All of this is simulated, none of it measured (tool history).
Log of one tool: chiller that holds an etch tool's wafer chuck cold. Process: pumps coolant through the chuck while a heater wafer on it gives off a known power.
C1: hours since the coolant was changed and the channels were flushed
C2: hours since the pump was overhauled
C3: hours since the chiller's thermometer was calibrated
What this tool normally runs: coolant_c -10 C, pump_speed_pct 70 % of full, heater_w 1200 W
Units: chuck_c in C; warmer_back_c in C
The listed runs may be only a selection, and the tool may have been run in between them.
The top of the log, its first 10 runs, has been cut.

Run 11, hour 299.8: usual settings but pump_speed_pct 92 % of full; C1 2266; C2 1242; C3 1412. Result: chuck_c -1.3 C, warmer_back_c 4.73 C.
Run 12, hour 335.9: usual settings; C1 2302; C2 1278; C3 1448. Result: chuck_c 0.4 C, warmer_back_c 6.39 C.
Run 13, hour 367.7: usual settings; C1 2334; C2 1309; C3 1480. Result: chuck_c 0.6 C, warmer_back_c 6.34 C.
Run 14, hour 393.2: usual settings; C1 2359; C2 1335; C3 1506. Result: chuck_c 0.4 C, warmer_back_c 6.34 C.
Run 15, hour 421.4: usual settings; C1 2388; C2 1363; C3 1534. Result: chuck_c 0.7 C, warmer_back_c 6.41 C.
Run 16, hour 440.5: usual settings; C1 2407; C2 1382; C3 1553. Result: chuck_c 0.6 C, warmer_back_c 6.41 C.
Run 17, hour 481: usual settings; C1 2447; C2 1423; C3 1593. Result: chuck_c 0.8 C, warmer_back_c 6.34 C.
Run 18, hour 521.1: usual settings but coolant_c -8 C, pump_speed_pct 97 % of full, heater_w 758 W; C1 2487; C2 1463; C3 1634. Result: chuck_c -2.7 C, warmer_back_c 2.81 C.
Run 19, hour 556.6: usual settings but coolant_c -16 C, pump_speed_pct 73 % of full; C1 2523; C2 1498; C3 1669. Result: chuck_c -5.6 C, warmer_back_c 6.19 C.
Run 20, hour 577.8: usual settings but pump_speed_pct 97 % of full; C1 2544; C2 1520; C3 1690. Result: chuck_c -1.4 C, warmer_back_c 4.56 C.
Run 21, hour 612.4: usual settings but pump_speed_pct 73 % of full; C1 2579; C2 1554; C3 1725. Result: chuck_c 0.4 C, warmer_back_c 6.08 C.
Run 22, hour 632.9: usual settings but coolant_c -15 C, pump_speed_pct 94 % of full, heater_w 944 W; C1 2599; C2 1575; C3 1745. Result: chuck_c -8.2 C, warmer_back_c 3.74 C.
Run 23, hour 656.3: usual settings but coolant_c -15 C, pump_speed_pct 94 % of full, heater_w 944 W; C1 2623; C2 1598; C3 1769. Result: chuck_c -8 C, warmer_back_c 3.74 C.
Run 24, hour 686.2: usual settings but pump_speed_pct 72 % of full, heater_w 1421 W; C1 2652; C2 1628; C3 1799. Result: chuck_c 2.5 C, warmer_back_c 7.37 C.
Run 25, hour 704.2: usual settings but coolant_c -8 C, pump_speed_pct 86 % of full, heater_w 1421 W; C1 2670; C2 1646; C3 1817. Result: chuck_c 3.1 C, warmer_back_c 6.17 C.
Run 26, hour 745.1: usual settings but coolant_c -8 C, pump_speed_pct 86 % of full, heater_w 720 W; C1 2711; C2 1687; C3 1858. Result: chuck_c -2.1 C, warmer_back_c 3.08 C.
Run 27, hour 773.5: usual settings but coolant_c -12 C, heater_w 809 W; C1 2740; C2 1715; C3 1886. Result: chuck_c -4.5 C, warmer_back_c 4.43 C.
Run 28, hour 801.8: usual settings but coolant_c -12 C, heater_w 809 W; C1 2768; C2 1744; C3 1914. Result: chuck_c -4.6 C, warmer_back_c 4.38 C.
Run 29, hour 826: usual settings but coolant_c -12 C, heater_w 809 W; C1 2792; C2 1768; C3 1939. Result: chuck_c -4.6 C, warmer_back_c 4.36 C.
Run 30, hour 865.9: usual settings but coolant_c -12 C, heater_w 809 W; C1 2832; C2 1808; C3 1978. Result: chuck_c -4.5 C, warmer_back_c 4.39 C.
Run 31, hour 887.5: usual settings but pump_speed_pct 86 % of full, heater_w 1797 W; C1 2854; C2 1829; C3 2000. Result: chuck_c 3.8 C, warmer_back_c 7.83 C.
Run 32, hour 911.7: usual settings but pump_speed_pct 86 % of full, heater_w 1797 W; C1 2878; C2 1853; C3 2024. Result: chuck_c 4 C, warmer_back_c 7.83 C.
Run 33, hour 935: usual settings but coolant_c -11 C, heater_w 1709 W; C1 2901; C2 1877; C3 2047. Result: chuck_c 4.4 C, warmer_back_c 9.28 C.

What if the next run were any one of these 3? Each begins from the tool's condition after run 33:
Run A, hour 960.9: usual settings but coolant_c -15 C, pump_speed_pct 67 % of full, heater_w 1709 W; C1 2927; C2 1903; C3 2073. Result: chuck_c ?, warmer_back_c ?.
Run B, hour 960.9: usual settings but coolant_c -8 C; C1 2927; C2 1903; C3 2073. Result: chuck_c ?, warmer_back_c ?.
Run C, hour 960.9: usual settings but coolant_c -20 C; C1 2927; C2 1903; C3 2073. Result: chuck_c ?, warmer_back_c ?.

run  chuck_c  warmer_back_c
  A      0.9           9.72
  B      3.1           6.46
  C       -9           6.51
Without the tool's unlogged condition, the same runs would have read:
run  chuck_c  warmer_back_c
  A     -0.8           9.19
  B      1.8            6.1
  C    -10.3           6.16
